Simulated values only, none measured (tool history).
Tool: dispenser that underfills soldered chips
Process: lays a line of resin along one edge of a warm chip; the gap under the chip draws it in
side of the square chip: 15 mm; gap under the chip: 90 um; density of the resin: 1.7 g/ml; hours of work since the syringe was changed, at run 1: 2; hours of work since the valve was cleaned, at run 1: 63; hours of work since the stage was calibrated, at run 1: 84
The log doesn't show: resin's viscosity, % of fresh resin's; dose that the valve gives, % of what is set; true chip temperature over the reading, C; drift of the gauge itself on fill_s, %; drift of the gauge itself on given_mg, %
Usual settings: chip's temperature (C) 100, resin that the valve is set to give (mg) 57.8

run   hour  chip's temperature (C)  resin that the valve is set to give (mg)  hours of work since the syringe was changed  hours of work since the valve was cleaned  hours of work since the stage was calibrated  time until the resin shows at the far edge (s)  resin that the valve gave (mg)
  1      0                     100                                      57.8                                            2                                         63                                            84                                           119.6                           56.45
  2    4.4                     100                                      57.8                                            5                                         66                                            87                                           134.9                           56.55
       6.9  -- new syringe of resin
  3   13.7                     100                                      57.8                                            5                                         73                                            93                                             140                           56.64
      16.7  -- new syringe of resin
  4   20.3                     100                                      57.8                                            3                                         77                                            98                                           127.4                           56.56
  5   24.4                      87                                      57.8                                            5                                         80                                           101                                           245.1                            56.2
      26.2  -- new syringe of resin
  6   30.2                      87                                      57.8                                            3                                         84                                           105                                           219.8                           56.21
  7   34.1                      87                                      57.8                                            6                                         87                                           107                                             249                           56.49
      35.6  -- new syringe of resin
  8   41.6                     103                                      57.8                                            4                                         92                                           112                                           122.2                           56.32
      45.1  -- new syringe of resin
  9   46.7                     103                                      57.8                                            1                                         95                                           116                                           108.5                           56.05
      54.2  -- new syringe of resin
 10   54.4                     103                                      57.8                                            0                                        100                                           121                                             101                           55.88
 11   58.7                     103                                      57.8                                            3                                        103                                           124                                           114.3                           55.65
      63.2  -- new syringe of resin
 12   67.3                     103                                      57.8                                            3                                        109                                           130                                           111.8                           55.97
      72.4  -- new syringe of resin
 13   72.4                     103                                      57.8                                            0                                        113                                           133                                           103.4                           55.96
 14   78.6                     100                                      57.8                                            4                                        117                                           138                                           138.4                           55.59
      81.8  -- new syringe of resin
 15   84.7                     100                                      57.8                                            2                                        121                                           142                                           127.4                           55.38
        91  -- new syringe of resin
 16     91                     100                                      57.8                                            0                                        125                                           146                                           117.2                           55.29
 17   95.4                     100                                      57.8                                            3                                        128                                           149                                           135.8                           55.34
 18   99.7                     110                                      57.8                                            6                                        131                                           152                                           101.5                           55.49
     100.4  -- new syringe of resin
 19  105.9                      94                                      57.8                                            4                                        136                                           156                                           178.9                           55.11
     107.4  -- dispensing valve cleaned and set on the balance
     110.9  -- new syringe of resin
 20  114.5                      89                                      69.4                                            3                                          5                                           162                                           201.6                           69.38
     120.5  -- new syringe of resin
 21  123.5                      95                                      71.1                                            2                                         11                                           168                                           156.8                           70.85
       130  -- new syringe of resin
 22  131.3                      95                                      71.1                                            1                                         16                                           173                                           147.1                           70.55
     139.5  -- new syringe of resin
 23  139.7                      88                                      56.4                                            0                                         22                                           179                                           201.1                           55.84
     148.5  -- new syringe of resin
 24  148.5                     103                                      54.6                                            0                                         28                                           185                                           103.6                           54.06
 25  154.9                     100                                      54.3                                            4                                         32                                           189                                           136.1                            53.9
     157.6  -- new syringe of resin
 26  163.2                     100                                        73                                            4                                         38                                           195                                           134.2                           71.98
     166.7  -- new syringe of resin
 27  172.3                     102                                      52.3                                            4                                         44                                           201                                             127                           51.34
     176.1  -- new syringe of resin
 28  179.1                     100                                      51.8                                            2                                         49                                           206                                           128.9                           50.92
 29  183.3                     110                                      50.7                                            5                                         52                                           209                                            96.2                           49.84
     185.7  -- new syringe of resin
 30  191.8                     110                                      50.7                                            4                                         58                                           215                                            94.9                           49.63
     194.7  -- new syringe of resin
 31  199.5                     100                                      57.7                                            3                                         63                                           220                                             136                            56.6
 32  203.2                     110                                      50.7                                            6                                         66                                           222                                             104                           49.69
     204.1  -- new syringe of resin
 33  208.4                     100                                      68.7                                            3                                         69                                           226                                           128.1                           67.01
     213.4  -- new syringe of resin
 34  215.4                     113                                      52.8                                            1                                         74                                           231                                            77.5                           51.55
 35  219.7                     113                                      52.8                                            4                                         77                                           234                                            85.6                           51.41
     222.5  -- new syringe of resin
 36  224.1                     112                                      54.9                                            1                                         80                                           237                                            77.2                           53.34

Hidden state at the last listed run before each entry between runs and at the first one after, where it differs:
Between runs 2 and 3: new syringe of resin (hour 6.9)
  resin's viscosity, % of fresh resin's: 118.5 -> 120.6; dose that the valve gives, % of what is set: 97.88 -> 97.66; true chip temperature over the reading, C: -0.48 -> -0.52
  measured less the result without the state, time until the resin shows at the far edge (s): +23.4 -> +26.6; resin that the valve gave (mg): -1.22 -> -1.36
Between runs 3 and 4: new syringe of resin (hour 16.7)
  resin's viscosity, % of fresh resin's: 120.6 -> 110.1; dose that the valve gives, % of what is set: 97.66 -> 97.5; true chip temperature over the reading, C: -0.52 -> -0.55
  measured less the result without the state, time until the resin shows at the far edge (s): +26.6 -> +14.5; resin that the valve gave (mg): -1.36 -> -1.45
Between runs 5 and 6: new syringe of resin (hour 26.2)
  resin's viscosity, % of fresh resin's: 123.3 -> 111.6; dose that the valve gives, % of what is set: 97.41 -> 97.29; true chip temperature over the reading, C: -0.57 -> -0.59
  measured less the result without the state, time until the resin shows at the far edge (s): +51.7 -> +28.4; resin that the valve gave (mg): -1.5 -> -1.57
Between runs 7 and 8: new syringe of resin (hour 35.6)
  resin's viscosity, % of fresh resin's: 124.1 -> 118.6; dose that the valve gives, % of what is set: 97.18 -> 96.99; true chip temperature over the reading, C: -0.61 -> -0.64
  measured less the result without the state, time until the resin shows at the far edge (s): +54.2 -> +22; resin that the valve gave (mg): -1.64 -> -1.75
Between runs 8 and 9: new syringe of resin (hour 45.1)
  resin's viscosity, % of fresh resin's: 118.6 -> 103.8; dose that the valve gives, % of what is set: 96.99 -> 96.87; true chip temperature over the reading, C: -0.64 -> -0.66
  measured less the result without the state, time until the resin shows at the far edge (s): +22 -> +7.1; resin that the valve gave (mg): -1.75 -> -1.82
Between runs 9 and 10: new syringe of resin (hour 54.2)
  resin's viscosity, % of fresh resin's: 103.8 -> 99.2; dose that the valve gives, % of what is set: 96.87 -> 96.68; true chip temperature over the reading, C: -0.66 -> -0.7
  measured less the result without the state, time until the resin shows at the far edge (s): +7.1 -> +2.3; resin that the valve gave (mg): -1.82 -> -1.92
Between runs 11 and 12: new syringe of resin (hour 63.2)
  resin's viscosity, % of fresh resin's: 111.5 -> 109.8; dose that the valve gives, % of what is set: 96.57 -> 96.36; true chip temperature over the reading, C: -0.72 -> -0.76
  measured less the result without the state, time until the resin shows at the far edge (s): +15 -> +13.4; resin that the valve gave (mg): -1.97 -> -2.11
Between runs 12 and 13: new syringe of resin (hour 72.4)
  resin's viscosity, % of fresh resin's: 109.8 -> 100.5; dose that the valve gives, % of what is set: 96.36 -> 96.26; true chip temperature over the reading, C: -0.76 -> -0.78
  measured less the result without the state, time until the resin shows at the far edge (s): +13.4 -> +4; resin that the valve gave (mg): -2.11 -> -2.17
Between runs 14 and 15: new syringe of resin (hour 81.8)
  resin's viscosity, % of fresh resin's: 118.7 -> 107.2; dose that the valve gives, % of what is set: 96.1 -> 95.95; true chip temperature over the reading, C: -0.81 -> -0.83
  measured less the result without the state, time until the resin shows at the far edge (s): +26 -> +12.9; resin that the valve gave (mg): -2.26 -> -2.33
Between runs 15 and 16: new syringe of resin (hour 91)
  resin's viscosity, % of fresh resin's: 107.2 -> 101.1; dose that the valve gives, % of what is set: 95.95 -> 95.8; true chip temperature over the reading, C: -0.83 -> -0.86
  measured less the result without the state, time until the resin shows at the far edge (s): +12.9 -> +5.8; resin that the valve gave (mg): -2.33 -> -2.42
Between runs 18 and 19: new syringe of resin (hour 100.4)
  resin's viscosity, % of fresh resin's: 127.9 -> 118.5; dose that the valve gives, % of what is set: 95.59 -> 95.43; true chip temperature over the reading, C: -0.9 -> -0.93
  measured less the result without the state, time until the resin shows at the far edge (s): +25.1 -> +34.5; resin that the valve gave (mg): -2.56 -> -2.65
Between runs 19 and 20: dispensing valve cleaned and set on the balance (hour 107.4); new syringe of resin (hour 110.9)
  resin's viscosity, % of fresh resin's: 118.5 -> 108.6; dose that the valve gives, % of what is set: 95.43 -> 99.85; true chip temperature over the reading, C: -0.93 -> -0.96
  measured less the result without the state, time until the resin shows at the far edge (s): +34.5 -> +23.5; resin that the valve gave (mg): -2.65 -> -0.1
Between runs 20 and 21: new syringe of resin (hour 120.5)
  resin's viscosity, % of fresh resin's: 108.6 -> 109.6; dose that the valve gives, % of what is set: 99.85 -> 99.65; true chip temperature over the reading, C: -0.96 -> -1
  measured less the result without the state, time until the resin shows at the far edge (s): +23.5 -> +19.7; resin that the valve gave (mg): -0.1 -> -0.25
Between runs 21 and 22: new syringe of resin (hour 130)
  resin's viscosity, % of fresh resin's: 109.6 -> 102.9; dose that the valve gives, % of what is set: 99.65 -> 99.46; true chip temperature over the reading, C: -1 -> -1.04
  measured less the result without the state, time until the resin shows at the far edge (s): +19.7 -> +10.2; resin that the valve gave (mg): -0.25 -> -0.38
Between runs 22 and 23: new syringe of resin (hour 139.5)
  resin's viscosity, % of fresh resin's: 102.9 -> 101.6; dose that the valve gives, % of what is set: 99.46 -> 99.26; true chip temperature over the reading, C: -1.04 -> -1.07
  measured less the result without the state, time until the resin shows at the far edge (s): +10.2 -> +12.3; resin that the valve gave (mg): -0.38 -> -0.42
Between runs 23 and 24: new syringe of resin (hour 148.5)
  resin's viscosity, % of fresh resin's: 101.6 -> 98.5; dose that the valve gives, % of what is set: 99.26 -> 99.06; true chip temperature over the reading, C: -1.07 -> -1.11
  measured less the result without the state, time until the resin shows at the far edge (s): +12.3 -> +3.1; resin that the valve gave (mg): -0.42 -> -0.52
Between runs 25 and 26: new syringe of resin (hour 157.6)
  resin's viscosity, % of fresh resin's: 117 -> 115.9; dose that the valve gives, % of what is set: 98.89 -> 98.69; true chip temperature over the reading, C: -1.14 -> -1.18
  measured less the result without the state, time until the resin shows at the far edge (s): +25.2 -> +23.9; resin that the valve gave (mg): -0.6 -> -0.95
Between runs 26 and 27: new syringe of resin (hour 166.7)
  resin's viscosity, % of fresh resin's: 115.9 -> 115.1; dose that the valve gives, % of what is set: 98.69 -> 98.46; true chip temperature over the reading, C: -1.18 -> -1.22
  measured less the result without the state, time until the resin shows at the far edge (s): +23.9 -> +22.2; resin that the valve gave (mg): -0.95 -> -0.8
Between runs 27 and 28: new syringe of resin (hour 176.1)
  resin's viscosity, % of fresh resin's: 115.1 -> 106.9; dose that the valve gives, % of what is set: 98.46 -> 98.32; true chip temperature over the reading, C: -1.22 -> -1.25
  measured less the result without the state, time until the resin shows at the far edge (s): +22.2 -> +14.5; resin that the valve gave (mg): -0.8 -> -0.87
Between runs 29 and 30: new syringe of resin (hour 185.7)
  resin's viscosity, % of fresh resin's: 119.8 -> 118.3; dose that the valve gives, % of what is set: 98.21 -> 98; true chip temperature over the reading, C: -1.27 -> -1.31
  measured less the result without the state, time until the resin shows at the far edge (s): +20.1 -> +18.9; resin that the valve gave (mg): -0.91 -> -1.01
Between runs 30 and 31: new syringe of resin (hour 194.7)
  resin's viscosity, % of fresh resin's: 118.3 -> 114.7; dose that the valve gives, % of what is set: 98 -> 97.84; true chip temperature over the reading, C: -1.31 -> -1.34
  measured less the result without the state, time until the resin shows at the far edge (s): +18.9 -> +24.1; resin that the valve gave (mg): -1.01 -> -1.25
Between runs 32 and 33: new syringe of resin (hour 204.1)
  resin's viscosity, % of fresh resin's: 127.1 -> 110.5; dose that the valve gives, % of what is set: 97.75 -> 97.62; true chip temperature over the reading, C: -1.36 -> -1.38
  measured less the result without the state, time until the resin shows at the far edge (s): +26.8 -> +18.6; resin that the valve gave (mg): -1.15 -> -1.64
Between runs 33 and 34: new syringe of resin (hour 213.4)
  resin's viscosity, % of fresh resin's: 110.5 -> 106.1; dose that the valve gives, % of what is set: 97.62 -> 97.45; true chip temperature over the reading, C: -1.38 -> -1.41
  measured less the result without the state, time until the resin shows at the far edge (s): +18.6 -> +8.5; resin that the valve gave (mg): -1.64 -> -1.35
Between runs 35 and 36: new syringe of resin (hour 222.5)
  resin's viscosity, % of fresh resin's: 119.2 -> 103.6; dose that the valve gives, % of what is set: 97.35 -> 97.24; true chip temperature over the reading, C: -1.43 -> -1.45
  measured less the result without the state, time until the resin shows at the far edge (s): +17.8 -> +7.1; resin that the valve gave (mg): -1.4 -> -1.52

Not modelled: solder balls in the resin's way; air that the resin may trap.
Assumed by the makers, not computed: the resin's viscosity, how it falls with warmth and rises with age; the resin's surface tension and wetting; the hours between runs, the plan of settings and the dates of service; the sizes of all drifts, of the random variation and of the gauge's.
